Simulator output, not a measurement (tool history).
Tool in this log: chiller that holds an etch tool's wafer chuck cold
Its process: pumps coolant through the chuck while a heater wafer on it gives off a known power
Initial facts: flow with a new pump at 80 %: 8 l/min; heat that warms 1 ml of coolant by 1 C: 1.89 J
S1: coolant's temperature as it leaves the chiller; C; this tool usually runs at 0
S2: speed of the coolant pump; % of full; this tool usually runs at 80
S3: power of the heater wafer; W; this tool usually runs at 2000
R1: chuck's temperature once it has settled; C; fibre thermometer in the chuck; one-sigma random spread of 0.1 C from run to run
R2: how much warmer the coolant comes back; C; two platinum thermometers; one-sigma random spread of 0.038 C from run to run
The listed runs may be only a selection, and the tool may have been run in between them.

{"run": 1, "day": 0.0, "S1": 0, "S2": 80, "S3": 2000, "R1": 18, "R2": 9.04}
{"run": 2, "day": 4.788, "S1": 0, "S2": 80, "S3": 2000, "R1": 17.9, "R2": 9.02}
{"run": 3, "day": 9.429, "S1": 2, "S2": 80, "S3": 2000, "R1": 20, "R2": 9.04}
{"run": 4, "day": 14.55, "S1": 0, "S2": 80, "S3": 2000, "R1": 18.2, "R2": 9.06}
{"run": 5, "day": 20.096, "S1": 0, "S2": 80, "S3": 2000, "R1": 18.2, "R2": 9.08}
{"run": 6, "day": 26.738, "S1": 0, "S2": 80, "S3": 2948, "R1": 27.2, "R2": 13.52}
{"run": 7, "day": 32.225, "S1": 0, "S2": 80, "S3": 2948, "R1": 27.1, "R2": 13.55}
{"run": 8, "day": 35.325, "S1": -7, "S2": 80, "S3": 2000, "R1": 11.4, "R2": 9.21}
{"run": 9, "day": 41.096, "S1": -7, "S2": 80, "S3": 2000, "R1": 11.5, "R2": 9.22}
{"run": 10, "day": 43.946, "S1": -4, "S2": 80, "S3": 2000, "R1": 14.8, "R2": 9.34}
{"run": 11, "day": 48.875, "S1": -4, "S2": 80, "S3": 2000, "R1": 14.6, "R2": 9.35}
{"run": 12, "day": 52.562, "S1": 0, "S2": 80, "S3": 1574, "R1": 14.5, "R2": 7.28}
{"run": 13, "day": 56.975, "S1": 0, "S2": 80, "S3": 1574, "R1": 14.8, "R2": 7.43}
{"run": 14, "day": 61.696, "S1": 1, "S2": 80, "S3": 1574, "R1": 15.7, "R2": 7.41}
{"run": 15, "day": 68.021, "S1": 1, "S2": 82, "S3": 2337, "R1": 22.7, "R2": 10.8}
{"day": 68.7, "done": "coolant pump overhauled"}
{"run": 16, "day": 71.412, "S1": 1, "S2": 77, "S3": 1909, "R1": 21.1, "R2": 10.45}
{"run": 17, "day": 74.158, "S1": 0, "S2": 90, "S3": 2728, "R1": 25.5, "R2": 12.62}
{"run": 18, "day": 80.883, "S1": -6, "S2": 74, "S3": 1719, "R1": 12.9, "R2": 9.81}
{"day": 82.421, "done": "chiller's thermometer calibrated"}
{"run": 19, "day": 85.733, "S1": 1, "S2": 64, "S3": 1591, "R1": 21.2, "R2": 10.54}
{"day": 86.562, "done": "coolant pump overhauled, once more"}
{"run": 20, "day": 90.088, "S1": 1, "S2": 67, "S3": 1591, "R1": 16.4, "R2": 7.57}
{"run": 21, "day": 93.258, "S1": -2, "S2": 92, "S3": 1591, "R1": 10, "R2": 5.47}
{"run": 22, "day": 96.3, "S1": -6, "S2": 77, "S3": 1942, "R1": 11.1, "R2": 8.15}
{"run": 23, "day": 100.9, "S1": -3, "S2": 80, "S3": 1525, "R1": 9.9, "R2": 6.07}
{"run": 24, "day": 106.567, "S1": -5, "S2": 93, "S3": 1525, "R1": 6.3, "R2": 5.25}
{"run": 25, "day": 111.683, "S1": 2, "S2": 90, "S3": 1630, "R1": 14.7, "R2": 5.81}

What will run 26 give?
{"run": 26, "day": 117.675, "S1": 9, "S2": 67, "S3": 1498, "R1": "?", "R2": "?"}

R1: 23.7 C
R2: 7.27 C
With the hidden condition absent and the run-to-run variation left alone, this run would have shown R1 22.7 C, R2 7.14 C.
